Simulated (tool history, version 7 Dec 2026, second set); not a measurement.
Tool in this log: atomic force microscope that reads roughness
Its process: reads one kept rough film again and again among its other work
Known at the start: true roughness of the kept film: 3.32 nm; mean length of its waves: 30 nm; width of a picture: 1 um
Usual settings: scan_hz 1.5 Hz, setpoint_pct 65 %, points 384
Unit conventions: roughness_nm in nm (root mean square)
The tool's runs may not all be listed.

run 1 hour=0 | scan_hz=1.5 setpoint_pct=65 points=384 | roughness_nm=2.454
run 2 hour=66 | scan_hz=1.5 setpoint_pct=65 points=384 | roughness_nm=2.354
-- hour=130.2 new tip fitted
run 3 hour=132.7 | scan_hz=1.5 setpoint_pct=65 points=886 | roughness_nm=2.834
run 4 hour=198.5 | scan_hz=1.5 setpoint_pct=65 points=384 | roughness_nm=2.677
run 5 hour=269.1 | scan_hz=1.5 setpoint_pct=65 points=384 | roughness_nm=2.575
run 6 hour=337.7 | scan_hz=1.5 setpoint_pct=65 points=262 | roughness_nm=2.448
run 7 hour=374.6 | scan_hz=1.5 setpoint_pct=65 points=533 | roughness_nm=2.416
run 8 hour=417.4 | scan_hz=1.5 setpoint_pct=65 points=533 | roughness_nm=2.356
-- hour=466.9 new tip fitted
run 9 hour=488.5 | scan_hz=1.5 setpoint_pct=65 points=533 | roughness_nm=2.792
run 10 hour=557 | scan_hz=1.5 setpoint_pct=65 points=533 | roughness_nm=2.665
run 11 hour=596.4 | scan_hz=0.69 setpoint_pct=65 points=384 | roughness_nm=2.675
run 12 hour=647.9 | scan_hz=0.69 setpoint_pct=89 points=384 | roughness_nm=2.426
run 13 hour=693.1 | scan_hz=3.55 setpoint_pct=65 points=384 | roughness_nm=2.264
run 14 hour=731.6 | scan_hz=3.55 setpoint_pct=78 points=384 | roughness_nm=1.994
run 15 hour=790.9 | scan_hz=3.55 setpoint_pct=78 points=384 | roughness_nm=1.919
-- hour=801.7 new tip fitted
run 16 hour=858.1 | scan_hz=1.5 setpoint_pct=65 points=384 | roughness_nm=2.703
run 17 hour=909.9 | scan_hz=1.5 setpoint_pct=65 points=384 | roughness_nm=2.612
run 18 hour=956.2 | scan_hz=1.5 setpoint_pct=65 points=384 | roughness_nm=2.549
run 19 hour=1006.1 | scan_hz=1.5 setpoint_pct=65 points=384 | roughness_nm=2.459
run 20 hour=1056 | scan_hz=1.5 setpoint_pct=65 points=384 | roughness_nm=2.408
run 21 hour=1108.2 | scan_hz=1.5 setpoint_pct=68 points=350 | roughness_nm=2.313
-- hour=1136.8 new tip fitted
run 22 hour=1145.2 | scan_hz=1.5 setpoint_pct=77 points=914 | roughness_nm=2.675
run 23 hour=1216.5 | scan_hz=0.62 setpoint_pct=65 points=384 | roughness_nm=2.735
run 24 hour=1271.6 | scan_hz=0.62 setpoint_pct=65 points=384 | roughness_nm=2.662
run 25 hour=1332.7 | scan_hz=1.63 setpoint_pct=65 points=431 | roughness_nm=2.463
run 26 hour=1391.6 | scan_hz=1.63 setpoint_pct=65 points=988 | roughness_nm=2.384
run 27 hour=1428.8 | scan_hz=1.5 setpoint_pct=65 points=1004 | roughness_nm=2.36
-- hour=1474.9 new tip fitted
run 28 hour=1479 | scan_hz=1.5 setpoint_pct=65 points=1004 | roughness_nm=2.814
run 29 hour=1536.6 | scan_hz=1.5 setpoint_pct=65 points=1004 | roughness_nm=2.715
run 30 hour=1581.9 | scan_hz=1.5 setpoint_pct=83 points=384 | roughness_nm=2.387
run 31 hour=1649.1 | scan_hz=1.5 setpoint_pct=83 points=384 | roughness_nm=2.291
run 32 hour=1714.8 | scan_hz=2.66 setpoint_pct=65 points=260 | roughness_nm=2.297
run 33 hour=1760.1 | scan_hz=0.82 setpoint_pct=85 points=458 | roughness_nm=2.285
-- hour=1811.3 new tip fitted
run 34 hour=1819.8 | scan_hz=0.82 setpoint_pct=85 points=458 | roughness_nm=2.71
run 35 hour=1885.3 | scan_hz=0.82 setpoint_pct=85 points=998 | roughness_nm=2.594

Consider 4 possible next runs. They are alternatives, not a sequence: every one starts from the tool as it was left by run 35. What does each give?
run A hour=1935 | scan_hz=1.13 setpoint_pct=85 points=658 | roughness_nm=?
run B hour=1935 | scan_hz=3.14 setpoint_pct=65 points=384 | roughness_nm=?
run C hour=1935 | scan_hz=0.85 setpoint_pct=65 points=384 | roughness_nm=?
run D hour=1935 | scan_hz=0.82 setpoint_pct=71 points=998 | roughness_nm=?

run=A roughness_nm=2.437
run=B roughness_nm=2.451
run=C roughness_nm=2.657
run=D roughness_nm=2.655
Without the tool's hidden state the same runs would have given:
run=A roughness_nm=2.665
run=B roughness_nm=2.682
run=C roughness_nm=2.907
run=D roughness_nm=2.903
